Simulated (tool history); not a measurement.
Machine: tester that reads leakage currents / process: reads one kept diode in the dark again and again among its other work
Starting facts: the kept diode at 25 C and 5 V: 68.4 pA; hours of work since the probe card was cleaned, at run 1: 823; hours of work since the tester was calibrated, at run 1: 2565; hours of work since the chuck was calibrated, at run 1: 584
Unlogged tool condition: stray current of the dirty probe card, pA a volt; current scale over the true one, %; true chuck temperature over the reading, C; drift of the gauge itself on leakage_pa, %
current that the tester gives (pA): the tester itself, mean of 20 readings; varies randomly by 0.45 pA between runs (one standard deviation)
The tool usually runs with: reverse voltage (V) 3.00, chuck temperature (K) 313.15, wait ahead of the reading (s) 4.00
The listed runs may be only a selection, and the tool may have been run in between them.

run,day,reverse voltage (V),chuck temperature (K),wait ahead of the reading (s),hours of work since the probe card was cleaned,hours of work since the tester was calibrated,hours of work since the chuck was calibrated,current that the tester gives (pA)
1,0.000,3.00,313.15,4.00,823,2565,584,150.94
2,5.442,3.00,313.15,4.00,908,2650,669,151.04
3,11.396,3.00,313.15,4.00,1001,2743,762,150.84
4,22.600,3.00,313.15,4.00,1176,2918,938,150.77
# day 24.092: chuck's temperature calibrated
5,27.529,3.00,313.15,0.60,1252,2994,54,152.16
6,33.862,3.00,313.15,0.60,1351,3093,153,151.78
7,44.958,6.67,313.15,4.00,1525,3267,326,240.76
8,51.738,6.67,313.15,4.00,1631,3373,432,240.52
9,60.492,6.67,313.15,4.00,1768,3510,569,241.24
10,65.900,6.67,313.15,4.00,1852,3594,654,241.05
# day 69.604: probe card cleaned and baked
11,75.508,2.29,313.15,4.00,92,3742,802,128.68
12,81.250,5.59,313.15,4.00,182,3832,892,217.79
# day 86.075: chuck's temperature calibrated
13,91.854,5.59,313.15,4.00,347,3997,90,217.44
14,102.212,3.00,325.15,4.00,509,4159,252,333.69
# day 104.171: tester calibrated
15,112.621,3.00,313.15,8.41,670,132,414,150.50
16,120.875,3.00,313.15,8.41,799,261,543,149.87
17,130.908,3.00,313.15,4.00,956,418,700,150.61
18,137.725,3.00,295.15,4.00,1063,525,806,40.51
# day 147.900: chuck's temperature calibrated
19,148.662,3.00,295.15,4.00,1232,694,12,40.39
20,154.408,3.00,295.15,4.00,1322,784,102,40.54
21,162.392,3.00,307.15,9.09,1447,909,227,98.68
22,170.162,3.00,307.15,9.09,1569,1031,348,98.62
23,179.679,3.00,331.15,0.59,1717,1180,497,485.67
24,191.154,1.92,313.15,4.00,1897,1359,676,116.32
# day 192.233: probe card cleaned and baked
25,197.283,1.92,313.15,4.00,79,1453,770,115.52
26,207.158,11.35,313.15,0.31,233,1607,925,337.83
# day 209.512: chuck's temperature calibrated
27,214.979,3.00,313.15,6.54,354,1728,85,150.69
28,222.854,2.57,304.15,9.93,478,1851,209,72.63
29,231.367,2.57,304.15,9.93,611,1985,342,72.21
30,238.683,2.57,304.15,9.93,725,2099,456,72.85
31,244.229,5.71,298.15,4.00,812,2186,543,74.40
32,253.283,5.71,328.15,1.56,953,2327,684,589.12
33,260.604,5.71,328.15,1.56,1068,2442,799,593.62
34,267.888,5.71,299.15,1.56,1182,2556,913,80.63
# day 271.558: chuck's temperature calibrated
35,277.454,3.00,308.15,6.75,1330,2704,92,105.73
36,288.696,3.00,308.15,1.09,1506,2880,268,106.85
37,294.283,5.18,313.15,1.47,1593,2967,355,208.40
38,302.425,5.18,313.15,1.47,1721,3094,483,208.63

Alternative continuations, all from the tool just after run 38; predict every row:
A,313.525,5.71,310.15,1.47,1894,3268,656,?
B,313.525,3.00,306.15,4.00,1894,3268,656,?
C,313.525,5.18,305.15,5.14,1894,3268,656,?

run,current that the tester gives (pA)
A,178.49
B,91.61
C,118.75
What these runs would have given with no unlogged condition in the tool:
run,current that the tester gives (pA)
A,178.28
B,91.50
C,118.58

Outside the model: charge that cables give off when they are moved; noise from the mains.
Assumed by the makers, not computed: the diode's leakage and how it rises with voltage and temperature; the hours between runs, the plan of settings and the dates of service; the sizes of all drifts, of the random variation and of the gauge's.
